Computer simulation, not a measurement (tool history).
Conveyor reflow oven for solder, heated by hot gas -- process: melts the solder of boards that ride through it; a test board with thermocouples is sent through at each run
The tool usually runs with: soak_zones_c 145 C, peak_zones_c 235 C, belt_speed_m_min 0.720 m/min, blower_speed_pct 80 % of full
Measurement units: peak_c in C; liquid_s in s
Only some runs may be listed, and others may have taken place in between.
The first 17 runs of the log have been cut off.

| run | day | soak_zones_c | peak_zones_c | belt_speed_m_min | blower_speed_pct | peak_c | liquid_s |
|---|---|---|---|---|---|---|---|
| 18 | 15.046 | 136 | 235 | 0.795 | 80 | 220.5 | 46.7 |
| 19 | 16.175 | 131 | 235 | 0.720 | 80 | 222.8 | 52.2 |
| 20 | 17.038 | 131 | 235 | 0.720 | 80 | 222.9 | 52.2 |
| 21 | 17.779 | 131 | 235 | 0.720 | 80 | 222.3 | 52.1 |
|  | 18.221 | thermocouples of zones 6 and 7 changed |
| 22 | 18.729 | 150 | 235 | 0.629 | 80 | 227.5 | 69.5 |
| 23 | 19.367 | 145 | 246 | 0.690 | 82 | 236.1 | 64.8 |
| 24 | 20.492 | 141 | 237 | 0.753 | 71 | 222.4 | 52.0 |
| 25 | 20.996 | 135 | 235 | 0.720 | 87 | 224.1 | 54.2 |
| 26 | 21.671 | 146 | 233 | 0.720 | 80 | 222.3 | 56.6 |
| 27 | 22.454 | 148 | 235 | 0.750 | 77 | 223.5 | 55.0 |
| 28 | 23.504 | 147 | 235 | 0.767 | 77 | 222.2 | 53.0 |
| 29 | 24.488 | 147 | 235 | 0.767 | 77 | 222.6 | 53.2 |
| 30 | 25.450 | 147 | 224 | 0.656 | 63 | 213.5 | 56.9 |

What if the next run were any one of these 5? Each begins from the tool's condition after run 30:
| A | 26.050 | 147 | 224 | 0.824 | 63 | ? | ? |
| B | 26.050 | 147 | 248 | 0.656 | 63 | ? | ? |
| C | 26.050 | 138 | 233 | 0.803 | 80 | ? | ? |
| D | 26.050 | 145 | 247 | 0.691 | 80 | ? | ? |
| E | 26.050 | 145 | 233 | 0.720 | 80 | ? | ? |

| run | peak_c | liquid_s |
|---|---|---|
| A | 207.9 | 39.6 |
| B | 235.6 | 68.6 |
| C | 218.4 | 45.9 |
| D | 236.5 | 65.1 |
| E | 222.4 | 56.1 |
What these runs would have given with no unlogged condition in the tool:
| run | peak_c | liquid_s |
|---|---|---|
| A | 207.9 | 39.7 |
| B | 235.7 | 68.6 |
| C | 218.5 | 46.0 |
| D | 236.5 | 65.1 |
| E | 222.5 | 56.1 |

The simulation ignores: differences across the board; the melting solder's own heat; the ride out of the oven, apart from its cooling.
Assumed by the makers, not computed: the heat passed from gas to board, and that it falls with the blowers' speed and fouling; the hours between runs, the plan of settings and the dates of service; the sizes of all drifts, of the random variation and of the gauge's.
